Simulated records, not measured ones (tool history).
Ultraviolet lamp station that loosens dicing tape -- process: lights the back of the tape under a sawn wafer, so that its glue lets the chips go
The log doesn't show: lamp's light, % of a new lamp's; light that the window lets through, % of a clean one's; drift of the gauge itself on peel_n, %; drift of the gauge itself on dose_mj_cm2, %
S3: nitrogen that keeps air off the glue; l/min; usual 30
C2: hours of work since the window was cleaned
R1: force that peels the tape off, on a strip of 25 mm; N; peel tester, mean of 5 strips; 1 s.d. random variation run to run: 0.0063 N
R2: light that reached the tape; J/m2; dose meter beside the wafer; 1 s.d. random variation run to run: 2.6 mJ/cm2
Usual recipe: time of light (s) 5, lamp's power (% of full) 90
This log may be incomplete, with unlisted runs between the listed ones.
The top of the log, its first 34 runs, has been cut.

Run 35, hour 308.0: usual settings but time of light (s) 2, lamp's power (% of full) 89; hours of work of the lamp 273; C2 363. Result: R1 1.805 N, R2 1080 J/m2.
Run 36, hour 316.7: usual settings but lamp's power (% of full) 76, S3 12 l/min; hours of work of the lamp 280; C2 370. Result: R1 0.770 N, R2 2310 J/m2.
Run 37, hour 322.7: usual settings but time of light (s) 6, S3 15 l/min; hours of work of the lamp 284; C2 374. Result: R1 0.320 N, R2 3250 J/m2.
Run 38, hour 331.4: usual settings but time of light (s) 3, lamp's power (% of full) 65, S3 15 l/min; hours of work of the lamp 291; C2 381. Result: R1 1.971 N, R2 1160 J/m2.
Run 39, hour 339.6: usual settings but time of light (s) 2, lamp's power (% of full) 73, S3 15 l/min; hours of work of the lamp 297; C2 387. Result: R1 2.618 N, R2 900 J/m2.
Run 40, hour 347.2: usual settings but time of light (s) 3, S3 24 l/min; hours of work of the lamp 303; C2 393. Result: R1 1.077 N, R2 1580 J/m2.
Run 41, hour 353.1: usual settings but time of light (s) 6; hours of work of the lamp 308; C2 398. Result: R1 0.209 N, R2 3210 J/m2.
Run 42, hour 363.3: usual settings but time of light (s) 9; hours of work of the lamp 315; C2 406. Result: R1 0.104 N, R2 4780 J/m2.
Run 43, hour 369.2: usual settings but time of light (s) 9; hours of work of the lamp 320; C2 410. Result: R1 0.095 N, R2 4810 J/m2.

Below are 5 alternative next runs, each starting from the tool's condition after run 43. Predict each:
Run A, hour 379.5: usual settings but lamp's power (% of full) 87, S3 49 l/min; hours of work of the lamp 328; C2 418. Result: R1 ?, R2 ?.
Run B, hour 379.5: usual settings but time of light (s) 8, S3 10 l/min; hours of work of the lamp 328; C2 418. Result: R1 ?, R2 ?.
Run C, hour 379.5: usual settings but time of light (s) 4, S3 46 l/min; hours of work of the lamp 328; C2 418. Result: R1 ?, R2 ?.
Run D, hour 379.5: usual settings but time of light (s) 7, lamp's power (% of full) 72, S3 47 l/min; hours of work of the lamp 328; C2 418. Result: R1 ?, R2 ?.
Run E, hour 379.5: usual settings but lamp's power (% of full) 98; hours of work of the lamp 328; C2 418. Result: R1 ?, R2 ?.

run     R1    R2
  A  0.294  2540
  B  0.223  4220
  C  0.448  2110
  D  0.206  2930
  E  0.274  2860
Stripped of hidden state, with their random variation kept, the same runs would have yielded:
run     R1    R2
  A  0.168  3230
  B  0.132  5360
  C  0.249  2680
  D  0.125  3730
  E  0.157  3630
